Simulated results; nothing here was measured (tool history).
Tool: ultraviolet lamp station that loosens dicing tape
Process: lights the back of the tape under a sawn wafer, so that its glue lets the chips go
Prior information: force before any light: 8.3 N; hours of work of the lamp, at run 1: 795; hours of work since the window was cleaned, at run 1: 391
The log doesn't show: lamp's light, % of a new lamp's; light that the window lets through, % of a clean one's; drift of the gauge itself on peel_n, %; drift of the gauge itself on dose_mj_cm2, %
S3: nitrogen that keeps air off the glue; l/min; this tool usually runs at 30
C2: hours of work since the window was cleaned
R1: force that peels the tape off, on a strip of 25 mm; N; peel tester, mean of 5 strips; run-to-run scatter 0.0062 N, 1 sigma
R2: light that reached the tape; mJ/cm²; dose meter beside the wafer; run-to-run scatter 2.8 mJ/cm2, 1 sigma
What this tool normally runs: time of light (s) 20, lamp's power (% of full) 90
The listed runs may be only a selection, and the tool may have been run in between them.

Run 1, day 0: usual settings; hours of work of the lamp 795; C2 391. Result: R1 0.247 N, R2 321 mJ/cm².
Run 2, day 2.2: usual settings but S3 46 l/min; hours of work of the lamp 833; C2 429. Result: R1 0.186 N, R2 320 mJ/cm².
Run 3, day 3.8: usual settings but S3 13 l/min; hours of work of the lamp 861; C2 457. Result: R1 0.568 N, R2 319 mJ/cm².
Run 4, day 5.067: usual settings but S3 13 l/min; hours of work of the lamp 883; C2 479. Result: R1 0.57 N, R2 318 mJ/cm².
At day 6.025: window cleaned of glue's vapour.
Run 5, day 7.208: usual settings but S3 13 l/min; hours of work of the lamp 920; C2 21. Result: R1 0.654 N, R2 295 mJ/cm².
Run 6, day 8.388: usual settings but S3 13 l/min; hours of work of the lamp 940; C2 41. Result: R1 0.685 N, R2 290 mJ/cm².
Run 7, day 9.846: usual settings but time of light (s) 17; hours of work of the lamp 966; C2 66. Result: R1 0.441 N, R2 245 mJ/cm².
Run 8, day 12.196: usual settings but time of light (s) 17; hours of work of the lamp 1006; C2 107. Result: R1 0.468 N, R2 245 mJ/cm².
Run 9, day 14.588: usual settings but time of light (s) 17; hours of work of the lamp 1048; C2 149. Result: R1 0.473 N, R2 241 mJ/cm².
Run 10, day 16.225: usual settings but time of light (s) 17; hours of work of the lamp 1077; C2 177. Result: R1 0.498 N, R2 240 mJ/cm².
Run 11, day 18.079: usual settings but time of light (s) 17; hours of work of the lamp 1109; C2 209. Result: R1 0.5 N, R2 239 mJ/cm².
At day 18.342: window cleaned of glue's vapour, once more.
Run 12, day 20.525: usual settings but time of light (s) 17; hours of work of the lamp 1151; C2 38. Result: R1 0.346 N, R2 276 mJ/cm².
Run 13, day 21.712: usual settings but time of light (s) 17; hours of work of the lamp 1172; C2 59. Result: R1 0.364 N, R2 276 mJ/cm².
Run 14, day 23.075: usual settings but S3 55 l/min; hours of work of the lamp 1195; C2 82. Result: R1 0.189 N, R2 320 mJ/cm².
Run 15, day 24.875: usual settings; hours of work of the lamp 1226; C2 114. Result: R1 0.264 N, R2 320 mJ/cm².
Run 16, day 26.758: usual settings; hours of work of the lamp 1259; C2 146. Result: R1 0.265 N, R2 312 mJ/cm².
Run 17, day 28.421: usual settings but S3 25 l/min; hours of work of the lamp 1288; C2 175. Result: R1 0.332 N, R2 308 mJ/cm².
Run 18, day 30.408: usual settings; hours of work of the lamp 1323; C2 210. Result: R1 0.271 N, R2 310 mJ/cm².
Run 19, day 31.746: usual settings; hours of work of the lamp 1346; C2 233. Result: R1 0.279 N, R2 303 mJ/cm².
Run 20, day 34.079: usual settings; hours of work of the lamp 1386; C2 274. Result: R1 0.284 N, R2 303 mJ/cm².
Run 21, day 35.483: usual settings; hours of work of the lamp 1411; C2 298. Result: R1 0.297 N, R2 298 mJ/cm².
Run 22, day 37.308: usual settings; hours of work of the lamp 1443; C2 330. Result: R1 0.301 N, R2 293 mJ/cm².
Run 23, day 39.742: usual settings but lamp's power (% of full) 91; hours of work of the lamp 1485; C2 372. Result: R1 0.3 N, R2 291 mJ/cm².
Run 24, day 42.067: usual settings but time of light (s) 35, lamp's power (% of full) 79, S3 9 l/min; hours of work of the lamp 1525; C2 412. Result: R1 0.396 N, R2 435 mJ/cm².
Run 25, day 43.854: usual settings but time of light (s) 10, lamp's power (% of full) 64, S3 13 l/min; hours of work of the lamp 1556; C2 443. Result: R1 3.222 N, R2 106 mJ/cm².
Run 26, day 46.412: usual settings but time of light (s) 18, lamp's power (% of full) 61, S3 20 l/min; hours of work of the lamp 1601; C2 488. Result: R1 1.313 N, R2 172 mJ/cm².
At day 46.896: window cleaned of glue's vapour.
Run 27, day 47.692: usual settings but time of light (s) 17, lamp's power (% of full) 93, S3 27 l/min; hours of work of the lamp 1623; C2 14. Result: R1 0.422 N, R2 263 mJ/cm².
At day 48.912: lamp changed.
Run 28, day 50.367: usual settings but time of light (s) 33, lamp's power (% of full) 100, S3 23 l/min; hours of work of the lamp 25; C2 60. Result: R1 0.144 N, R2 693 mJ/cm².
Run 29, day 51.608: usual settings but time of light (s) 33, lamp's power (% of full) 100, S3 23 l/min; hours of work of the lamp 47; C2 81. Result: R1 0.156 N, R2 692 mJ/cm².
Run 30, day 52.942: usual settings but time of light (s) 33, lamp's power (% of full) 100, S3 23 l/min; hours of work of the lamp 70; C2 104. Result: R1 0.147 N, R2 688 mJ/cm².
Run 31, day 54.192: usual settings but time of light (s) 15, lamp's power (% of full) 84, S3 20 l/min; hours of work of the lamp 92; C2 126. Result: R1 0.557 N, R2 261 mJ/cm².
Run 32, day 56.279: usual settings but time of light (s) 15, lamp's power (% of full) 84, S3 20 l/min; hours of work of the lamp 128; C2 162. Result: R1 0.607 N, R2 257 mJ/cm².
Run 33, day 58.808: usual settings but time of light (s) 15, lamp's power (% of full) 84, S3 20 l/min; hours of work of the lamp 172; C2 206. Result: R1 0.625 N, R2 257 mJ/cm².
Run 34, day 61.112: usual settings but time of light (s) 15, lamp's power (% of full) 84, S3 20 l/min; hours of work of the lamp 212; C2 246. Result: R1 0.634 N, R2 251 mJ/cm².
Run 35, day 63.229: usual settings but time of light (s) 10, lamp's power (% of full) 94, S3 23 l/min; hours of work of the lamp 249; C2 283. Result: R1 1.034 N, R2 188 mJ/cm².
Run 36, day 65.729: usual settings but time of light (s) 31, lamp's power (% of full) 87; hours of work of the lamp 292; C2 327. Result: R1 0.151 N, R2 528 mJ/cm².
Run 37, day 67.85: usual settings but time of light (s) 31, lamp's power (% of full) 87; hours of work of the lamp 329; C2 363. Result: R1 0.152 N, R2 518 mJ/cm².
Run 38, day 69.55: usual settings but time of light (s) 17, lamp's power (% of full) 94; hours of work of the lamp 359; C2 393. Result: R1 0.298 N, R2 309 mJ/cm².
Run 39, day 71.612: usual settings but time of light (s) 18, lamp's power (% of full) 65, S3 9 l/min; hours of work of the lamp 394; C2 429. Result: R1 1.522 N, R2 221 mJ/cm².
Run 40, day 72.933: usual settings but time of light (s) 18, lamp's power (% of full) 65, S3 9 l/min; hours of work of the lamp 417; C2 452. Result: R1 1.579 N, R2 218 mJ/cm².
Run 41, day 74.421: usual settings but time of light (s) 11, lamp's power (% of full) 81, S3 12 l/min; hours of work of the lamp 443; C2 478. Result: R1 1.975 N, R2 166 mJ/cm².
At day 75.525: window cleaned of glue's vapour.
Run 42, day 76.392: usual settings but time of light (s) 17, lamp's power (% of full) 87, S3 57 l/min; hours of work of the lamp 477; C2 15. Result: R1 0.204 N, R2 295 mJ/cm².
Run 43, day 78.858: usual settings but time of light (s) 17, lamp's power (% of full) 87, S3 57 l/min; hours of work of the lamp 520; C2 58. Result: R1 0.219 N, R2 289 mJ/cm².

The same runs without the tool's hidden state, with the same run-to-run variation:
run     R1   R2
  1  0.186  386
  2  0.153  390
  3  0.357  392
  4  0.354  393
  5  0.353  391
  6  0.362  387
  7  0.239  329
  8  0.249  333
  9  0.237  333
 10  0.251  334
 11  0.242  336
 12  0.239  332
 13   0.25  334
 14  0.162  391
 15  0.192  394
 16  0.187  389
 17  0.221  387
 18  0.184  393
 19  0.184  388
 20  0.184  393
 21  0.191  390
 22  0.189  387
 23  0.186  390
 24  0.222  592
 25  2.305  144
 26   0.69  239
 27  0.245  343
 28  0.144  714
 29  0.156  717
 30  0.147  719
 31  0.499  275
 32  0.532  272
 33  0.532  276
 34  0.524  273
 35  0.856  206
 36  0.147  590
 37  0.148  584
 38  0.236  351
 39  1.201  254
 40  1.227  253
 41  1.565  194
 42  0.183  322
 43  0.194  319
